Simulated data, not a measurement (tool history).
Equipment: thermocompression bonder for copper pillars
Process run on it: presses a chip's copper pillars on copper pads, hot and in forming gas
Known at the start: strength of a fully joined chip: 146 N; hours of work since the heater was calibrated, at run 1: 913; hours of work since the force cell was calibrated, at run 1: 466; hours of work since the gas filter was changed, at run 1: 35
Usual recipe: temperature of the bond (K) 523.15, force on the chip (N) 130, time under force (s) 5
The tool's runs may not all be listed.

run     day  temperature of the bond (K)  force on the chip (N)  time under force (s)  hours of work since the heater was calibrated  hours of work since the force cell was calibrated  hours of work since the gas filter was changed  force that shears a chip off (N)
  1   0.000                       523.15                    130                     5                                            913                                                466                                              35                              60.3
  2   0.904                       523.15                    130                     5                                            927                                                480                                              48                              60.1
  3   1.854                       523.15                    130                     3                                            941                                                494                                              62                              49.2
  4   3.171                       523.15                    130                     5                                            960                                                513                                              82                              60.0
  5   3.792                       523.15                    130                     5                                            969                                                522                                              91                              60.4
  6   4.462                       523.15                    130                     5                                            979                                                532                                             101                              60.5
  7   5.417                       523.15                    130                     3                                            993                                                546                                             115                              48.6
  8   6.488                       523.15                    130                     5                                           1009                                                562                                             131                              59.6
  9   7.562                       523.15                     88                     5                                           1025                                                578                                             146                              46.4
 10   8.183                       523.15                    116                     5                                           1034                                                587                                             156                              56.0
 11   8.971                       523.15                    116                     5                                           1046                                                599                                             167                              55.8
 12   9.717                       523.15                    116                     6                                           1057                                                610                                             178                              59.2
 13  10.688                       523.15                    130                     4                                           1071                                                624                                             193                              54.7

What will run 14 give?
 14  12.021                       548.15                     95                     9                                           1091                                                644                                             212                                 ?

Run 14 gave force that shears a chip off (N) 79.5.
Take away the tool's hidden state, keep the run-to-run variation as it was, and the same run would have given force that shears a chip off (N) 73.4.
